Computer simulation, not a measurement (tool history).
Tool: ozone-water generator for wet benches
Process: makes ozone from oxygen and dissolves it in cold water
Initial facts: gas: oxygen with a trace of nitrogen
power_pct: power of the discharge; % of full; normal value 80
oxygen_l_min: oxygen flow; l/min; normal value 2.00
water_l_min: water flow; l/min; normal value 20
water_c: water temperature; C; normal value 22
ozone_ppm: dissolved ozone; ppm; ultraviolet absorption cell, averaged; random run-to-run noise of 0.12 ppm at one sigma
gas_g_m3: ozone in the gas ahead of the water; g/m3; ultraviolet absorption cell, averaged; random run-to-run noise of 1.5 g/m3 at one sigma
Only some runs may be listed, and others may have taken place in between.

run 1 hour=0.0 | power_pct=80 oxygen_l_min=2.00 water_l_min=20 water_c=22 | ozone_ppm=11.4 gas_g_m3=288.2
run 2 hour=27.3 | power_pct=80 oxygen_l_min=2.00 water_l_min=20 water_c=21 | ozone_ppm=11.7 gas_g_m3=284.8
run 3 hour=48.8 | power_pct=80 oxygen_l_min=2.00 water_l_min=20 water_c=22 | ozone_ppm=11.4 gas_g_m3=287.2
run 4 hour=78.0 | power_pct=80 oxygen_l_min=2.00 water_l_min=20 water_c=22 | ozone_ppm=11.5 gas_g_m3=285.8
run 5 hour=103.7 | power_pct=99 oxygen_l_min=2.00 water_l_min=20 water_c=22 | ozone_ppm=13.1 gas_g_m3=322.1
run 6 hour=120.9 | power_pct=99 oxygen_l_min=2.00 water_l_min=20 water_c=22 | ozone_ppm=12.9 gas_g_m3=322.0
run 7 hour=144.5 | power_pct=99 oxygen_l_min=2.00 water_l_min=20 water_c=22 | ozone_ppm=12.6 gas_g_m3=327.4
run 8 hour=158.3 | power_pct=99 oxygen_l_min=2.00 water_l_min=20 water_c=22 | ozone_ppm=13.1 gas_g_m3=323.0
run 9 hour=183.3 | power_pct=80 oxygen_l_min=2.00 water_l_min=20 water_c=22 | ozone_ppm=11.5 gas_g_m3=286.7
-- hour=190.3 contactor cleaned
run 10 hour=216.6 | power_pct=80 oxygen_l_min=2.00 water_l_min=20 water_c=22 | ozone_ppm=11.2 gas_g_m3=285.7
run 11 hour=230.1 | power_pct=80 oxygen_l_min=1.04 water_l_min=20 water_c=18 | ozone_ppm=9.3 gas_g_m3=386.3

Run 12 has not been measured yet. What should we expect?
run 12 hour=256.9 | power_pct=80 oxygen_l_min=1.04 water_l_min=20 water_c=18 | ozone_ppm=? gas_g_m3=?

Run 12 measured ozone_ppm 9.1 ppm, gas_g_m3 381.7 g/m3.
On a tool with no hidden condition, and with the same random variation, this run would have come out at ozone_ppm 9.6 ppm, gas_g_m3 387.6 g/m3.
